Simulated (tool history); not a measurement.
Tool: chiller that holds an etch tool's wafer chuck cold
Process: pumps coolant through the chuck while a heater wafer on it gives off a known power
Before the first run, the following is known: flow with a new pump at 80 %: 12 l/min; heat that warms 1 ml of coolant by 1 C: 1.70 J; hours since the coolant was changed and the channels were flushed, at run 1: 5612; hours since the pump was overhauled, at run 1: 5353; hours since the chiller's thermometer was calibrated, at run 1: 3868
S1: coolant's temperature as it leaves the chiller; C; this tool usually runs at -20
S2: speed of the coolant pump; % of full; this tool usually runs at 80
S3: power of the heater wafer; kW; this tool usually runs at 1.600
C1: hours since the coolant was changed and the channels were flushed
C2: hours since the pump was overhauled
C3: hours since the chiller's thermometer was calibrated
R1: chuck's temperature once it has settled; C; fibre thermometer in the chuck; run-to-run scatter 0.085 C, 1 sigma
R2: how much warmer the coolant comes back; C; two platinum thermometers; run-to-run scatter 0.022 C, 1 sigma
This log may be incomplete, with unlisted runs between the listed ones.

run 1 hour=0.0 | S1=-20 S2=80 S3=1.600 | C1=5612 C2=5353 C3=3868 | R1=-5.91 R2=4.99
run 2 hour=168.4 | S1=-20 S2=80 S3=1.600 | C1=5780 C2=5521 C3=4036 | R1=-5.93 R2=4.96
run 3 hour=318.4 | S1=-20 S2=64 S3=1.600 | C1=5930 C2=5671 C3=4186 | R1=-2.89 R2=6.49
run 4 hour=404.6 | S1=-20 S2=80 S3=1.600 | C1=6016 C2=5757 C3=4272 | R1=-5.75 R2=4.99
run 5 hour=483.7 | S1=-20 S2=80 S3=1.600 | C1=6095 C2=5836 C3=4351 | R1=-5.65 R2=5.03
run 6 hour=651.1 | S1=-20 S2=80 S3=1.600 | C1=6263 C2=6004 C3=4519 | R1=-5.76 R2=5.00
run 7 hour=814.5 | S1=-20 S2=80 S3=1.028 | C1=6426 C2=6167 C3=4682 | R1=-11.04 R2=3.20
run 8 hour=920.7 | S1=-25 S2=80 S3=1.600 | C1=6532 C2=6273 C3=4788 | R1=-10.88 R2=5.06
run 9 hour=1023.6 | S1=-25 S2=80 S3=1.600 | C1=6635 C2=6376 C3=4891 | R1=-10.53 R2=5.05
run 10 hour=1187.1 | S1=-25 S2=80 S3=1.600 | C1=6799 C2=6540 C3=5055 | R1=-10.61 R2=5.05
run 11 hour=1321.6 | S1=-20 S2=80 S3=1.600 | C1=6933 C2=6674 C3=5189 | R1=-5.76 R2=5.06
-- hour=1403.5 chiller's thermometer calibrated
run 12 hour=1419.3 | S1=-20 S2=80 S3=1.600 | C1=7030 C2=6771 C3=16 | R1=-4.88 R2=5.05
run 13 hour=1528.5 | S1=-20 S2=80 S3=1.600 | C1=7139 C2=6880 C3=125 | R1=-5.03 R2=5.08
run 14 hour=1717.3 | S1=-20 S2=80 S3=1.040 | C1=7328 C2=7069 C3=314 | R1=-10.22 R2=3.29
run 15 hour=1890.3 | S1=-20 S2=80 S3=1.040 | C1=7501 C2=7242 C3=487 | R1=-10.37 R2=3.30
run 16 hour=2048.4 | S1=-11 S2=68 S3=1.579 | C1=7659 C2=7400 C3=645 | R1=6.06 R2=6.03
run 17 hour=2130.0 | S1=-22 S2=80 S3=1.397 | C1=7741 C2=7482 C3=726 | R1=-8.89 R2=4.45
run 18 hour=2312.1 | S1=-15 S2=89 S3=1.876 | C1=7923 C2=7664 C3=909 | R1=1.13 R2=5.33
run 19 hour=2485.3 | S1=-15 S2=89 S3=1.876 | C1=8096 C2=7837 C3=1082 | R1=1.29 R2=5.39
run 20 hour=2656.9 | S1=-15 S2=89 S3=1.876 | C1=8268 C2=8009 C3=1253 | R1=1.30 R2=5.32
run 21 hour=2737.1 | S1=-23 S2=84 S3=2.085 | C1=8348 C2=8089 C3=1334 | R1=-3.80 R2=6.33
run 22 hour=2819.0 | S1=-27 S2=90 S3=0.801 | C1=8430 C2=8171 C3=1415 | R1=-20.22 R2=2.25
run 23 hour=2964.7 | S1=-19 S2=69 S3=1.633 | C1=8575 C2=8316 C3=1561 | R1=-1.41 R2=6.23
run 24 hour=3104.5 | S1=-17 S2=80 S3=1.600 | C1=8715 C2=8456 C3=1701 | R1=-1.85 R2=5.23
run 25 hour=3206.2 | S1=-20 S2=80 S3=1.600 | C1=8817 C2=8558 C3=1803 | R1=-4.77 R2=5.18
run 26 hour=3360.1 | S1=-20 S2=80 S3=1.600 | C1=8971 C2=8712 C3=1957 | R1=-4.72 R2=5.18
-- hour=3420.7 coolant changed, channels flushed
run 27 hour=3449.1 | S1=-20 S2=80 S3=0.837 | C1=28 C2=8795 C3=2040 | R1=-12.81 R2=2.72
run 28 hour=3621.0 | S1=-26 S2=72 S3=2.168 | C1=200 C2=8967 C3=2211 | R1=-5.15 R2=7.99
run 29 hour=3750.8 | S1=-26 S2=72 S3=2.168 | C1=330 C2=9096 C3=2341 | R1=-4.99 R2=7.95
run 30 hour=3852.0 | S1=-20 S2=84 S3=0.919 | C1=431 C2=9198 C3=2442 | R1=-12.41 R2=2.82

Predict each of these 5 candidate next runs independently; none follows another, all start after run 30:
-- hour=3884.0 coolant pump overhauled
run A hour=4010.2 | S1=-20 S2=80 S3=1.411 | C1=585 C2=126 C3=2596 | R1=? R2=?
-- hour=3884.0 coolant pump overhauled
run B hour=4010.2 | S1=-20 S2=69 S3=1.087 | C1=585 C2=126 C3=2596 | R1=? R2=?
-- hour=3884.0 coolant pump overhauled
run C hour=4010.2 | S1=-20 S2=62 S3=0.919 | C1=585 C2=126 C3=2596 | R1=? R2=?
-- hour=3884.0 coolant pump overhauled
run D hour=4010.2 | S1=-20 S2=73 S3=1.600 | C1=585 C2=126 C3=2596 | R1=? R2=?
-- hour=3884.0 coolant pump overhauled
run E hour=4010.2 | S1=-20 S2=69 S3=1.600 | C1=585 C2=126 C3=2596 | R1=? R2=?

run=A R1=-8.38 R2=4.18
run=B R1=-10.16 R2=3.78
run=C R1=-10.63 R2=3.66
run=D R1=-5.69 R2=5.27
run=E R1=-5.20 R2=5.60
What these runs would have given with no unlogged condition in the tool:
run=A R1=-8.26 R2=4.16
run=B R1=-10.01 R2=3.76
run=C R1=-10.47 R2=3.65
run=D R1=-5.61 R2=5.25
run=E R1=-5.13 R2=5.58
